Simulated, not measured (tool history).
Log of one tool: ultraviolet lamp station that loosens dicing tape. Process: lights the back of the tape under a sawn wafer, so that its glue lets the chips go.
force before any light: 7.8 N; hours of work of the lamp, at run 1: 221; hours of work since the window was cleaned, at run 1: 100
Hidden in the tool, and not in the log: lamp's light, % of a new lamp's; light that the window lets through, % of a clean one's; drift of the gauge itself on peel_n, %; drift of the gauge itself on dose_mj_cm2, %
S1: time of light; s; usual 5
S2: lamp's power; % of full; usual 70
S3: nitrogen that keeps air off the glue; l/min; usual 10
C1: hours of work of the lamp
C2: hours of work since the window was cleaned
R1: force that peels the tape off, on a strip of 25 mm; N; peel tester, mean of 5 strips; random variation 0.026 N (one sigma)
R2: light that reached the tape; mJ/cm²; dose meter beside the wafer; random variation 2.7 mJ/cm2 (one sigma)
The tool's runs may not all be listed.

run    day  S1  S2  S3   C1   C2     R1   R2
  1      0   5  70  10  221  100  1.267  359
  2  0.467   5  70  10  228  107  1.285  362
  3  0.696   5  70  10  231  111  1.329  359
  4  0.975   5  66  10  236  115  1.412  344
  5  1.338   5  66  10  241  121  1.419  339
  6  1.596   5  70  10  245  125  1.298  364
  7  1.838   5  83  10  249  129  0.926  433
  8    2.3   5  70  10  256  136  1.263  359
  9  2.738   5  70  10  263  143  1.305  363
 10  3.229   4  70  10  271  151  1.863  291
 11  3.642   4  70  10  277  157  1.737  290
 12  3.867   4  70  13  281  161  1.618  291
 13  4.083   4  70  13  284  164  1.584  290
 14  4.525   5  70  10  291  171   1.27  361
 15  4.946   5  78  10  298  177  1.121  406
 16  5.183   3  69  10  302  181  2.647  217
 17  5.592   3  69  10  308  188  2.586  215
 18  5.867   3  69  10  312  192  2.631  216
 19  6.321   3  69  10  319  199  2.603  213
 20  6.583   3  69  19  323  203  2.092  217
 21   7.05   3  69  19  331  210  2.126  213
 22  7.538   3  69  19  338  218  2.161  216
 23  7.762   3  64  19  342  221  2.266  200
 24  7.962   3  64  19  345  225  2.288  199
 25  8.279   3  72   4  350  230  3.332  226
 26  8.729   8  70  10  357  237   0.55  580
 27  8.992   8  70  10  361  241  0.553  577

5 ways to go on from here, each from the tool as it stands after run 27. What would each give?
  A  9.375   6  79  15  367  247   ?   ?
  B  9.375   4  75   8  367  247   ?   ?
  C  9.375   4  96   9  367  247   ?   ?
  D  9.375   3  68  10  367  247   ?   ?
  E  9.375   6  96  19  367  247   ?   ?

run     R1   R2
  A  0.606  490
  B  1.822  311
  C  1.174  390
  D  2.684  211
  E   0.36  595
Without the tool's hidden state the same runs would have given:
run     R1   R2
  A  0.604  491
  B  1.818  312
  C  1.171  391
  D  2.679  211
  E  0.358  596

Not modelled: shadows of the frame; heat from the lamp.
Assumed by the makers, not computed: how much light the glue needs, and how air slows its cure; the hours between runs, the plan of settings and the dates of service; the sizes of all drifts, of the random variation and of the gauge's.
